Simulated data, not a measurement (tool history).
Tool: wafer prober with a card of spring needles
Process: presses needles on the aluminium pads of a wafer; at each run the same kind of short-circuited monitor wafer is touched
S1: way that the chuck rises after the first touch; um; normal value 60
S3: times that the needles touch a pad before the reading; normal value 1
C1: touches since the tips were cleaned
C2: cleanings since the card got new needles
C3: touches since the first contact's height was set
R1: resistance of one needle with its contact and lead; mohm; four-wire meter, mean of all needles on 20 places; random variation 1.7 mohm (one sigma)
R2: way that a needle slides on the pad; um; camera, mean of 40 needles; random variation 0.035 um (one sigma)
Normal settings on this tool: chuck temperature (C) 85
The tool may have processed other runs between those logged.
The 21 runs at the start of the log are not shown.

-- hour=247.3 tips cleaned on abrasive film
run 22 hour=254.7 | S1=43 chuck_temperature_(C)=46 S3=3 | C1=3583 C2=41 C3=173806 | R1=297 R2=7.16
-- hour=263.4 tips cleaned on abrasive film
run 23 hour=270.9 | S1=43 chuck_temperature_(C)=27 S3=1 | C1=3606 C2=42 C3=181551 | R1=530 R2=7.16
-- hour=275.2 height of the first contact set anew
-- hour=279.7 tips cleaned on abrasive film
run 24 hour=280.1 | S1=68 chuck_temperature_(C)=85 S3=3 | C1=191 C2=43 C3=2297 | R1=174 R2=11.89
run 25 hour=290.1 | S1=68 chuck_temperature_(C)=85 S3=1 | C1=4980 C2=43 C3=7086 | R1=307 R2=11.81
-- hour=295.9 tips cleaned on abrasive film
run 26 hour=301.2 | S1=68 chuck_temperature_(C)=85 S3=1 | C1=2545 C2=44 C3=12405 | R1=285 R2=11.81
-- hour=312.4 tips cleaned on abrasive film
run 27 hour=318.6 | S1=60 chuck_temperature_(C)=125 S3=1 | C1=2972 C2=45 C3=20714 | R1=327 R2=10.45
-- hour=329.2 tips cleaned on abrasive film
run 28 hour=331.5 | S1=60 chuck_temperature_(C)=125 S3=1 | C1=1138 C2=46 C3=26875 | R1=273 R2=10.38
-- hour=345.6 tips cleaned on abrasive film
run 29 hour=348.5 | S1=73 chuck_temperature_(C)=77 S3=2 | C1=1375 C2=47 C3=34978 | R1=214 R2=12.72
run 30 hour=359.0 | S1=59 chuck_temperature_(C)=60 S3=3 | C1=6443 C2=47 C3=40046 | R1=236 R2=10.27
-- hour=362.3 tips cleaned on abrasive film
run 31 hour=370.8 | S1=79 chuck_temperature_(C)=62 S3=2 | C1=4098 C2=48 C3=45638 | R1=228 R2=13.68
-- hour=378.5 tips cleaned on abrasive film
run 32 hour=381.2 | S1=79 chuck_temperature_(C)=62 S3=2 | C1=1325 C2=49 C3=50604 | R1=202 R2=13.68
run 33 hour=391.3 | S1=54 chuck_temperature_(C)=85 S3=1 | C1=6184 C2=49 C3=55463 | R1=395 R2=9.33

Consider 3 possible next runs. They are alternatives, not a sequence: every one starts from the tool as it was left by run 33. What does each give?
-- hour=394.7 tips cleaned on abrasive film
run A hour=400.2 | S1=54 chuck_temperature_(C)=35 S3=1 | C1=2616 C2=50 C3=59653 | R1=? R2=?
-- hour=394.7 tips cleaned on abrasive film
run B hour=400.2 | S1=43 chuck_temperature_(C)=60 S3=1 | C1=2616 C2=50 C3=59653 | R1=? R2=?
-- hour=394.7 tips cleaned on abrasive film
run C hour=400.2 | S1=60 chuck_temperature_(C)=85 S3=2 | C1=2616 C2=50 C3=59653 | R1=? R2=?

run=A R1=380 R2=9.38
run=B R1=481 R2=7.39
run=C R1=264 R2=10.40
Stripped of hidden state, with their random variation kept, the same runs would have yielded:
run=A R1=161 R2=9.51
run=B R1=165 R2=7.53
run=C R1=164 R2=10.53

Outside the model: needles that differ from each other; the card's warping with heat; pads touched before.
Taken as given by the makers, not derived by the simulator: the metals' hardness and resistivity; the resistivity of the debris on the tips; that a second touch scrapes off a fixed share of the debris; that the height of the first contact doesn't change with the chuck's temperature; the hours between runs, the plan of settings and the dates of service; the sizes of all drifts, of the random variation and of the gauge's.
